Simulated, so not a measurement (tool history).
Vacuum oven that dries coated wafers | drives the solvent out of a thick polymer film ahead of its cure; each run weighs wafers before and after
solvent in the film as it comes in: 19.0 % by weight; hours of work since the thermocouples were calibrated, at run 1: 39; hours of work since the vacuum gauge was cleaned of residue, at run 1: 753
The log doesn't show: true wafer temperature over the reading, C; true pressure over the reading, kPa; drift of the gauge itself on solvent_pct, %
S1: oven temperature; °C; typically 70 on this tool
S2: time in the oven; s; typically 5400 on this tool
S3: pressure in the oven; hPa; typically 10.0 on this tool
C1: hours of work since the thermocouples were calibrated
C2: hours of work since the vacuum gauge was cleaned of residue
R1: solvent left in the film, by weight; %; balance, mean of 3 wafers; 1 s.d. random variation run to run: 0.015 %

| run | hour | S1 | S2 | S3 | C1 | C2 | R1 |
|---|---|---|---|---|---|---|---|
| 1 | 0.0 | 70 | 5400 | 10.0 | 39 | 753 | 0.74 |
| 2 | 40.6 | 70 | 5400 | 10.0 | 63 | 777 | 0.77 |
| 3 | 97.8 | 70 | 5400 | 10.0 | 96 | 810 | 0.73 |
| 4 | 128.1 | 70 | 7860 | 10.0 | 113 | 828 | 0.36 |
| 5 | 176.4 | 70 | 7860 | 10.0 | 141 | 856 | 0.37 |
| 6 | 236.9 | 70 | 7860 | 10.0 | 177 | 891 | 0.38 |
| 7 | 277.2 | 70 | 7860 | 10.0 | 200 | 914 | 0.38 |
| 8 | 325.8 | 70 | 7860 | 10.0 | 228 | 942 | 0.33 |
| 9 | 355.3 | 70 | 7860 | 10.0 | 245 | 960 | 0.35 |
| 10 | 392.4 | 70 | 7860 | 10.0 | 267 | 981 | 0.34 |
| 11 | 423.2 | 70 | 7860 | 10.0 | 285 | 999 | 0.34 |
| 12 | 450.7 | 70 | 7860 | 10.0 | 301 | 1015 | 0.37 |
| 13 | 476.1 | 75 | 7860 | 10.0 | 315 | 1030 | 0.22 |
|  | 504.3 | vacuum gauge cleaned of residue and calibrated |
| 14 | 506.2 | 70 | 5400 | 39.2 | 332 | 1 | 1.37 |
| 15 | 555.3 | 70 | 5400 | 39.2 | 360 | 30 | 1.37 |
| 16 | 613.2 | 70 | 5400 | 39.2 | 394 | 63 | 1.37 |
| 17 | 672.4 | 70 | 5400 | 10.0 | 428 | 97 | 0.70 |
| 18 | 724.7 | 70 | 5400 | 10.0 | 459 | 128 | 0.67 |
| 19 | 783.4 | 70 | 5400 | 10.0 | 493 | 162 | 0.64 |
| 20 | 814.1 | 76 | 5400 | 10.0 | 511 | 180 | 0.27 |
| 21 | 870.2 | 76 | 5400 | 10.0 | 543 | 212 | 0.25 |
| 22 | 896.3 | 76 | 5400 | 22.3 | 558 | 227 | 0.47 |
| 23 | 925.8 | 76 | 5400 | 22.3 | 575 | 245 | 0.48 |
|  | 930.9 | oven's thermocouples calibrated |
| 24 | 954.7 | 65 | 3480 | 39.1 | 14 | 260 | 3.79 |
| 25 | 1016.4 | 61 | 3420 | 15.1 | 50 | 296 | 4.76 |
| 26 | 1057.2 | 73 | 5220 | 10.0 | 73 | 320 | 0.43 |
|  | 1084.1 | oven's thermocouples calibrated, once more |
| 27 | 1084.6 | 70 | 3840 | 17.7 | 0 | 334 | 1.80 |
| 28 | 1137.8 | 70 | 3840 | 17.7 | 31 | 365 | 1.79 |
| 29 | 1196.7 | 70 | 7140 | 17.7 | 65 | 399 | 0.60 |
| 30 | 1221.6 | 66 | 5400 | 11.0 | 80 | 414 | 1.48 |
| 31 | 1259.6 | 60 | 3960 | 10.0 | 102 | 436 | 4.65 |
| 32 | 1295.2 | 76 | 3660 | 29.5 | 123 | 457 | 1.10 |
| 33 | 1333.6 | 75 | 6780 | 29.9 | 145 | 479 | 0.64 |
| 34 | 1377.5 | 70 | 4260 | 26.1 | 170 | 504 | 1.63 |
| 35 | 1430.0 | 70 | 4260 | 26.1 | 201 | 535 | 1.65 |
| 36 | 1473.8 | 70 | 5400 | 22.5 | 226 | 560 | 1.05 |
| 37 | 1515.0 | 70 | 5400 | 22.5 | 250 | 584 | 1.05 |
| 38 | 1564.5 | 62 | 5400 | 28.2 | 279 | 613 | 2.94 |
| 39 | 1604.4 | 62 | 4020 | 6.5 | 302 | 636 | 3.63 |
| 40 | 1657.2 | 62 | 4020 | 5.1 | 332 | 667 | 3.58 |
| 41 | 1695.9 | 62 | 4020 | 5.1 | 355 | 689 | 3.55 |
| 42 | 1722.9 | 77 | 4020 | 5.1 | 371 | 705 | 0.39 |
| 43 | 1771.5 | 77 | 4020 | 5.1 | 399 | 733 | 0.36 |
| 44 | 1830.2 | 77 | 5640 | 5.1 | 433 | 767 | 0.14 |
| 45 | 1867.5 | 70 | 6480 | 21.1 | 455 | 789 | 0.74 |
| 46 | 1921.6 | 70 | 5160 | 29.0 | 486 | 820 | 1.25 |

Entry by entry between the runs, the difference in hidden state between the last listed run before and the first listed run after:
Runs 13 to 14: vacuum gauge cleaned of residue and calibrated (hour 504.3)
  true wafer temperature over the reading, C: 0.89 -> 0.91; true pressure over the reading, kPa: 0.119 -> 0.01
  what was measured, less what the result would be without the hidden state, R1: +0.01 -> -0.13 %
Runs 23 to 24: oven's thermocouples calibrated (hour 930.9)
  true wafer temperature over the reading, C: 1.21 -> 1.42; true pressure over the reading, kPa: 0.041 -> 0.043
  what was measured, less what the result would be without the hidden state, R1: -0.05 -> -0.49 %
Runs 26 to 27: oven's thermocouples calibrated, once more (hour 1084.1)
  true wafer temperature over the reading, C: 1.49 -> 0.18; true pressure over the reading, kPa: 0.051 -> 0.053
  what was measured, less what the result would be without the hidden state, R1: -0.10 -> -0.03 %
